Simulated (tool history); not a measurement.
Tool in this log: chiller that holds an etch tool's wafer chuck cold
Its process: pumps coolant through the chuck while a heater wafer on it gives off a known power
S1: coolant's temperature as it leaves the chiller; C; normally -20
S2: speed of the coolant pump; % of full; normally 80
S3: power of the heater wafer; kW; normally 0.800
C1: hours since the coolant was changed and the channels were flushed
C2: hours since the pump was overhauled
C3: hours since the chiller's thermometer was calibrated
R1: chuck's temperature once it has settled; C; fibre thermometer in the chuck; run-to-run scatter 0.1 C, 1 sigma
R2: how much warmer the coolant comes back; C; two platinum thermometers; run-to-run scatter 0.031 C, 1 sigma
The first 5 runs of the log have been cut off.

run 6 day=9.771 | S1=-20 S2=80 S3=0.800 | C1=4518 C2=2214 C3=1126 | R1=-11.0 R2=3.25
run 7 day=11.617 | S1=-22 S2=80 S3=0.800 | C1=4563 C2=2259 C3=1171 | R1=-12.8 R2=3.28
run 8 day=13.283 | S1=-22 S2=80 S3=0.800 | C1=4603 C2=2299 C3=1211 | R1=-12.9 R2=3.30
run 9 day=14.167 | S1=-22 S2=80 S3=0.800 | C1=4624 C2=2320 C3=1232 | R1=-12.9 R2=3.27
run 10 day=16.038 | S1=-22 S2=80 S3=0.800 | C1=4669 C2=2365 C3=1277 | R1=-12.9 R2=3.29
run 11 day=17.788 | S1=-22 S2=80 S3=0.800 | C1=4711 C2=2407 C3=1319 | R1=-12.9 R2=3.33
run 12 day=19.650 | S1=-22 S2=80 S3=0.800 | C1=4756 C2=2451 C3=1364 | R1=-12.8 R2=3.33
run 13 day=20.696 | S1=-20 S2=67 S3=0.800 | C1=4781 C2=2476 C3=1389 | R1=-9.7 R2=3.95
run 14 day=22.029 | S1=-20 S2=67 S3=0.800 | C1=4813 C2=2508 C3=1421 | R1=-9.9 R2=3.92
run 15 day=23.504 | S1=-20 S2=80 S3=0.800 | C1=4848 C2=2544 C3=1456 | R1=-10.8 R2=3.32
run 16 day=25.667 | S1=-20 S2=80 S3=0.800 | C1=4900 C2=2596 C3=1508 | R1=-10.8 R2=3.46
run 17 day=27.221 | S1=-20 S2=80 S3=0.503 | C1=4937 C2=2633 C3=1545 | R1=-14.4 R2=2.15
run 18 day=28.908 | S1=-20 S2=83 S3=0.437 | C1=4978 C2=2674 C3=1586 | R1=-15.1 R2=1.97
run 19 day=29.933 | S1=-20 S2=83 S3=0.437 | C1=5002 C2=2698 C3=1610 | R1=-15.3 R2=1.90
run 20 day=31.333 | S1=-20 S2=83 S3=0.437 | C1=5036 C2=2732 C3=1644 | R1=-15.0 R2=1.93
run 21 day=32.412 | S1=-26 S2=80 S3=0.540 | C1=5062 C2=2758 C3=1670 | R1=-19.9 R2=2.39
run 22 day=34.412 | S1=-14 S2=81 S3=0.540 | C1=5110 C2=2806 C3=1718 | R1=-7.9 R2=2.39
run 23 day=36.458 | S1=-14 S2=81 S3=0.508 | C1=5159 C2=2855 C3=1767 | R1=-8.2 R2=2.26
run 24 day=38.462 | S1=-14 S2=81 S3=0.508 | C1=5207 C2=2903 C3=1815 | R1=-8.6 R2=2.26
run 25 day=39.779 | S1=-14 S2=63 S3=0.508 | C1=5239 C2=2934 C3=1847 | R1=-7.4 R2=2.84

Predict the results of run 26:
run 26 day=41.842 | S1=-14 S2=63 S3=0.508 | C1=5288 C2=2984 C3=1896 | R1=? R2=?

R1: -7.2 C
R2: 2.82 C
With no hidden state in the tool, this same run would have given R1 -7.2 C, R2 2.50 C.
